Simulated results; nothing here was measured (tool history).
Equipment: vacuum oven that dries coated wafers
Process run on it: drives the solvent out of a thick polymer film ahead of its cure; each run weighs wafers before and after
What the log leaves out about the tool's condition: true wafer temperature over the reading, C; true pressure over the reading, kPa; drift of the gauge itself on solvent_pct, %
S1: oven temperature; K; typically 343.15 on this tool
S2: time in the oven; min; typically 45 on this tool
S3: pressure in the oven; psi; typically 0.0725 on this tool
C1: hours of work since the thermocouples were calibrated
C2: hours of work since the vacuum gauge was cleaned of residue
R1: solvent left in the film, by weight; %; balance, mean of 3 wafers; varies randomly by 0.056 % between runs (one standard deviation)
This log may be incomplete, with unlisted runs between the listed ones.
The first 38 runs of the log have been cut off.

run 39 hour=1720.2 | S1=353.15 S2=45 S3=0.2054 | C1=972 C2=243 | R1=1.26
run 40 hour=1752.1 | S1=333.15 S2=23 S3=0.1723 | C1=989 C2=260 | R1=8.4
-- hour=1801.6 oven's thermocouples calibrated
run 41 hour=1808.8 | S1=338.15 S2=45 S3=0.0896 | C1=4 C2=289 | R1=4.5
run 42 hour=1860.9 | S1=338.15 S2=45 S3=0.0896 | C1=32 C2=317 | R1=4.56
run 43 hour=1892.4 | S1=338.15 S2=45 S3=0.0896 | C1=48 C2=334 | R1=4.58
run 44 hour=1926.4 | S1=343.15 S2=37 S3=0.0544 | C1=67 C2=352 | R1=3.55
run 45 hour=1969 | S1=332.15 S2=45 S3=0.0664 | C1=89 C2=374 | R1=6.15
run 46 hour=2007.4 | S1=332.15 S2=45 S3=0.0664 | C1=110 C2=395 | R1=6.43

Branching from run 46: 5 alternative next runs. What would each branch give?
run A hour=2061.4 | S1=344.15 S2=45 S3=0.0664 | C1=139 C2=424 | R1=?
run B hour=2061.4 | S1=346.15 S2=45 S3=0.0725 | C1=139 C2=424 | R1=?
run C hour=2061.4 | S1=349.15 S2=45 S3=0.0725 | C1=139 C2=424 | R1=?
run D hour=2061.4 | S1=342.15 S2=45 S3=0.0622 | C1=139 C2=424 | R1=?
run E hour=2061.4 | S1=340.15 S2=45 S3=0.0718 | C1=139 C2=424 | R1=?

run=A R1=2.61
run=B R1=2.18
run=C R1=1.49
run=D R1=3.2
run=E R1=3.89
What these runs would have given with no unlogged condition in the tool:
run=A R1=2.49
run=B R1=2.07
run=C R1=1.39
run=D R1=3.08
run=E R1=3.76

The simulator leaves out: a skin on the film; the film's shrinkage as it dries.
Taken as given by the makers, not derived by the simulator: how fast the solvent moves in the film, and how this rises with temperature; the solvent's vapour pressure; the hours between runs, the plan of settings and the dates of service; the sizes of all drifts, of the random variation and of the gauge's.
